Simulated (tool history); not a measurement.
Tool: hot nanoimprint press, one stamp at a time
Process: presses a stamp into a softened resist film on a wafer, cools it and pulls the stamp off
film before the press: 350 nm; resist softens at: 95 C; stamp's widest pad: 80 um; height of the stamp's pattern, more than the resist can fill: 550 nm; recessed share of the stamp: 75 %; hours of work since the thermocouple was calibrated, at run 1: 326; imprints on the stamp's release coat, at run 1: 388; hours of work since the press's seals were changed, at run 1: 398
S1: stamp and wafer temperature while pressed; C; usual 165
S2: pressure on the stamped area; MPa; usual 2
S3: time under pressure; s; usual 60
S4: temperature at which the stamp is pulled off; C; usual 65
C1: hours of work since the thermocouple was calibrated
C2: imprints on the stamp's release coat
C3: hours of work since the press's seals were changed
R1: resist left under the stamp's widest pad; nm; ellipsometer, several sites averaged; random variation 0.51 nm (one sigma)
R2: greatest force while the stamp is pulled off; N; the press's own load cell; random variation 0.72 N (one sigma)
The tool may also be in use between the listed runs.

| run | hour | S1 | S2 | S3 | S4 | C1 | C2 | C3 | R1 | R2 |
|---|---|---|---|---|---|---|---|---|---|---|
| 1 | 0 | 165 | 2 | 60 | 65 | 326 | 388 | 398 | 186.8 | 113 |
| 2 | 16.1 | 165 | 2 | 60 | 65 | 333 | 431 | 405 | 187.1 | 114.5 |
| 3 | 32.6 | 165 | 2 | 60 | 65 | 341 | 475 | 413 | 188 | 114.4 |
| 4 | 46.8 | 165 | 2 | 60 | 65 | 348 | 513 | 419 | 187.2 | 116.2 |
| 5 | 61.2 | 165 | 2 | 60 | 65 | 354 | 551 | 426 | 188.1 | 114.9 |
| 6 | 72.6 | 165 | 2 | 60 | 65 | 359 | 582 | 431 | 187.4 | 118.2 |
| 7 | 89.3 | 165 | 1.94 | 60 | 65 | 367 | 627 | 439 | 191.1 | 117.5 |
|  | 99.6 | plate thermocouple calibrated |
| 8 | 112.6 | 165 | 1.94 | 60 | 65 | 6 | 681 | 448 | 183.6 | 118.1 |
| 9 | 130.7 | 165 | 1.94 | 60 | 65 | 14 | 729 | 457 | 184.8 | 118.5 |
| 10 | 148.3 | 165 | 1.94 | 60 | 65 | 22 | 776 | 465 | 183.8 | 118.8 |
| 11 | 161.5 | 165 | 2 | 60 | 65 | 28 | 811 | 471 | 181.8 | 119.5 |
| 12 | 185.3 | 165 | 2 | 60 | 65 | 39 | 875 | 482 | 182.9 | 120.8 |
| 13 | 206.3 | 169 | 2 | 60 | 65 | 49 | 931 | 491 | 152.2 | 121.3 |
|  | 215.8 | stamp cleaned and given a new release coat |
| 14 | 239.9 | 169 | 2 | 60 | 65 | 62 | 65 | 504 | 151.9 | 109.7 |
| 15 | 263.5 | 165 | 2 | 60 | 65 | 73 | 128 | 515 | 182.9 | 110.3 |
| 16 | 285.2 | 162 | 2 | 46 | 53 | 83 | 186 | 525 | 224.3 | 118.5 |
| 17 | 306.9 | 165 | 2.91 | 60 | 65 | 93 | 244 | 535 | 155.6 | 110.9 |
| 18 | 330.3 | 165 | 2.91 | 60 | 65 | 104 | 306 | 546 | 156 | 111.9 |
| 19 | 351.4 | 170 | 3.08 | 69 | 72 | 113 | 362 | 555 | 112.6 | 110 |
| 20 | 370.3 | 170 | 3.08 | 69 | 72 | 122 | 413 | 564 | 112.5 | 110.5 |
| 21 | 390.4 | 158 | 2 | 60 | 61 | 131 | 467 | 573 | 244 | 117 |
| 22 | 412.3 | 158 | 2 | 60 | 61 | 141 | 525 | 583 | 245.9 | 118.3 |
| 23 | 426.9 | 158 | 2 | 60 | 61 | 148 | 564 | 590 | 246.5 | 119.8 |
| 24 | 438.9 | 165 | 2 | 84 | 62 | 154 | 596 | 596 | 165.1 | 119.7 |
| 25 | 453.6 | 159 | 2 | 65 | 62 | 160 | 635 | 603 | 232.9 | 117.4 |
| 26 | 471.8 | 159 | 2.35 | 65 | 57 | 169 | 684 | 611 | 220.3 | 123.9 |
| 27 | 490.6 | 165 | 1.61 | 60 | 66 | 177 | 734 | 620 | 204.8 | 117.9 |
| 28 | 502 | 163 | 1.25 | 66 | 65 | 183 | 764 | 625 | 234.5 | 119.3 |
| 29 | 519.2 | 163 | 1.25 | 66 | 65 | 191 | 810 | 633 | 235.7 | 119.5 |
| 30 | 546.1 | 168 | 2 | 108 | 65 | 203 | 882 | 645 | 132.2 | 120.6 |

Measured less the same run without the tool's hidden state. The same run-to-run variation is in both; the gauge's scatter may not be:
The hidden state here: true temperature over the reading, C; pressure that arrives at the usual setting, %; grip of the stamp's worn release coat, % over a new coat's; drift of the gauge itself on residual_nm, %; drift of the gauge itself on pull_off_n, %.
| run | R1 | R2 |
|---|---|---|
| 1 | +8.4 | +5.8 |
| 2 | +8.6 | +6.4 |
| 3 | +8.9 | +7 |
| 4 | +9 | +7.6 |
| 5 | +9.3 | +8 |
| 6 | +9.4 | +8.6 |
| 7 | +9.6 | +9.2 |
| 8 | +2.8 | +9.5 |
| 9 | +3 | +10.1 |
| 10 | +3.2 | +10.8 |
| 11 | +3.5 | +11.4 |
| 12 | +3.8 | +12.3 |
| 13 | +3.7 | +13.1 |
| 14 | +4 | +0.9 |
| 15 | +4.7 | +1.9 |
| 16 | +5.2 | +2.8 |
| 17 | +6.3 | +3.5 |
| 18 | +6.6 | +4.4 |
| 19 | +5.5 | +5 |
| 20 | +5.7 | +5.7 |
| 21 | +6.5 | +6.7 |
| 22 | +6.9 | +7.6 |
| 23 | +7 | +8.2 |
| 24 | +6.6 | +8.7 |
| 25 | +7.5 | +9.2 |
| 26 | +8.6 | +10.2 |
| 27 | +7 | +10.4 |
| 28 | +6.4 | +11 |
| 29 | +6.6 | +11.7 |
| 30 | +6.6 | +12.6 |

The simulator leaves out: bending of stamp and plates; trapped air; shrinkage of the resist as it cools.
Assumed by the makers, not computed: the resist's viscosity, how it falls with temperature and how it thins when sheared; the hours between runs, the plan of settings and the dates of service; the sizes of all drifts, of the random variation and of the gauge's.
